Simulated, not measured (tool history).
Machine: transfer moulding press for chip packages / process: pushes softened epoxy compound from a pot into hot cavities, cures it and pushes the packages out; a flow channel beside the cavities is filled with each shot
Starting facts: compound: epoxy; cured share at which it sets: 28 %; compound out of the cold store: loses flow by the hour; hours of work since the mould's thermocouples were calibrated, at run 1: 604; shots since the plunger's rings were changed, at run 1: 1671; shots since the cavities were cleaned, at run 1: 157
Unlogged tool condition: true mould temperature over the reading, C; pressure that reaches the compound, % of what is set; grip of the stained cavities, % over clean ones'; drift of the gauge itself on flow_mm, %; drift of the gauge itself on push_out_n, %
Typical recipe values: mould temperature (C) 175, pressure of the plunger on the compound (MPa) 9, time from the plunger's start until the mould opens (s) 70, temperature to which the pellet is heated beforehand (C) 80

run	day	mould temperature (C)	pressure of the plunger on the compound (MPa)	time from the plunger's start until the mould opens (s)	temperature to which the pellet is heated beforehand (C)	hours of work since the mould's thermocouples were calibrated	shots since the plunger's rings were changed	shots since the cavities were cleaned	incoming compound's hours out of the cold store	length that the compound runs in the flow channel (mm)	greatest force on the pins that push the packages out (N)
1	0	175	9	70	80	604	1671	157	24	700	589
# day 2.038: cavities cleaned with cleaning compound and waxed
2	2.175	175	9	70	84	635	2449	50	24	682	506
# day 4.508: cavities cleaned with cleaning compound and waxed
3	4.508	175	9	70	84	668	3286	0	30.3	654	454
# day 4.821: plunger's sealing rings changed
# day 5.129: mould's thermocouples calibrated
# day 7.296: cavities cleaned with cleaning compound and waxed
4	7.721	175	9	98	84	37	1014	156	28.2	692	367
5	9.067	174	9	70	80	57	1510	652	17.7	719	713
# day 9.779: cavities cleaned with cleaning compound and waxed
6	11.621	174	9	70	80	93	2428	679	9.6	729	766
# day 12.362: cavities cleaned with cleaning compound and waxed
# day 14.258: plunger's sealing rings changed
7	14.729	174	9	70	80	136	173	832	31.9	689	747
# day 14.958: cavities cleaned with cleaning compound and waxed
# day 17.421: cavities cleaned with cleaning compound and waxed
8	17.429	175	9	70	80	173	1121	3	33.2	671	420
9	19.171	174	9	70	80	199	1763	645	21	717	791
# day 19.967: cavities cleaned with cleaning compound and waxed
10	22.104	174	10.15	76	87	241	2821	788	8.2	772	655
# day 22.404: cavities cleaned with cleaning compound and waxed
# day 23.75: plunger's sealing rings changed
11	24.7	178	9.11	68	80	276	350	807	31.6	687	635
# day 24.933: cavities cleaned with cleaning compound and waxed
12	27.054	178	7.56	68	80	310	1195	782	46.6	582	626
# day 27.358: cavities cleaned with cleaning compound and waxed
13	29.65	178	7.56	68	80	346	2127	844	27	629	649
# day 29.904: cavities cleaned with cleaning compound and waxed
14	31.992	175	9	70	90	380	2966	768	42.7	637	693
# day 32.408: cavities cleaned with cleaning compound and waxed
# day 33.208: plunger's sealing rings changed
15	33.396	175	9	70	90	398	70	326	23.8	708	618
# day 34.933: cavities cleaned with cleaning compound and waxed
16	34.942	181	9	70	78	419	615	3	19	697	353

What if the next run were any one of these 4? Each begins from the tool's condition after run 16:
A	36.858	181	9.99	70	87	447	1321	709	9.5	?	?
B	36.858	181	9	70	83	447	1321	709	46.3	?	?
C	36.858	171	10.99	70	80	447	1321	709	9.8	?	?
D	36.858	181	9	77	78	447	1321	709	29.5	?	?

run	length that the compound runs in the flow channel (mm)	greatest force on the pins that push the packages out (N)
A	761	544
B	624	556
C	828	1056
D	654	518
What these runs would have given with no unlogged condition in the tool:
run	length that the compound runs in the flow channel (mm)	greatest force on the pins that push the packages out (N)
A	779	328
B	638	335
C	847	620
D	670	313
